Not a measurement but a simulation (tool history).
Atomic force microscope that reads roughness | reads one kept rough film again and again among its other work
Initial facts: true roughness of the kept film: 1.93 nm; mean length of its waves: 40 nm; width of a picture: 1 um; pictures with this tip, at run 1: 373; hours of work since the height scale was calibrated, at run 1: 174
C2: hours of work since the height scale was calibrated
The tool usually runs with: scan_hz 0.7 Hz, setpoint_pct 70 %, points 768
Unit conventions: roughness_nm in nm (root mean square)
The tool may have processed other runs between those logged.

Run 1, day 0: usual settings; pictures with this tip 373; C2 174. Result: roughness_nm 1.692 nm (root mean square).
Run 2, day 0.262: usual settings; pictures with this tip 385; C2 178. Result: roughness_nm 1.678 nm (root mean square).
At day 0.333: new tip fitted.
Run 3, day 0.746: usual settings; pictures with this tip 20; C2 185. Result: roughness_nm 1.822 nm (root mean square).
Run 4, day 1.283: usual settings; pictures with this tip 46; C2 194. Result: roughness_nm 1.807 nm (root mean square).
Run 5, day 1.754: usual settings; pictures with this tip 70; C2 202. Result: roughness_nm 1.799 nm (root mean square).
Run 6, day 2.179: usual settings; pictures with this tip 90; C2 208. Result: roughness_nm 1.798 nm (root mean square).
Run 7, day 2.521: usual settings; pictures with this tip 107; C2 214. Result: roughness_nm 1.783 nm (root mean square).
Run 8, day 2.883: usual settings; pictures with this tip 125; C2 220. Result: roughness_nm 1.79 nm (root mean square).
Run 9, day 3.112: usual settings; pictures with this tip 136; C2 223. Result: roughness_nm 1.785 nm (root mean square).
Run 10, day 3.354: usual settings; pictures with this tip 148; C2 227. Result: roughness_nm 1.768 nm (root mean square).
Run 11, day 3.604: usual settings; pictures with this tip 160; C2 231. Result: roughness_nm 1.762 nm (root mean square).
Run 12, day 3.942: usual settings; pictures with this tip 177; C2 237. Result: roughness_nm 1.76 nm (root mean square).
Run 13, day 4.45: usual settings; pictures with this tip 202; C2 245. Result: roughness_nm 1.753 nm (root mean square).
Run 14, day 4.721: usual settings but scan_hz 0.551 Hz; pictures with this tip 215; C2 249. Result: roughness_nm 1.749 nm (root mean square).
Run 15, day 5.242: usual settings but setpoint_pct 76 %; pictures with this tip 240; C2 257. Result: roughness_nm 1.732 nm (root mean square).
Run 16, day 5.542: usual settings but setpoint_pct 76 %; pictures with this tip 255; C2 262. Result: roughness_nm 1.715 nm (root mean square).
Run 17, day 5.871: usual settings but points 378; pictures with this tip 271; C2 267. Result: roughness_nm 1.715 nm (root mean square).

Forecast run 18:
Run 18, day 6.192: usual settings but points 378; pictures with this tip 287; C2 273. Result: roughness_nm ?.

roughness_nm: 1.717 nm (root mean square)
Were there no unlogged condition in the tool, this run, its random variation unchanged, would have produced roughness_nm 1.829 nm (root mean square).

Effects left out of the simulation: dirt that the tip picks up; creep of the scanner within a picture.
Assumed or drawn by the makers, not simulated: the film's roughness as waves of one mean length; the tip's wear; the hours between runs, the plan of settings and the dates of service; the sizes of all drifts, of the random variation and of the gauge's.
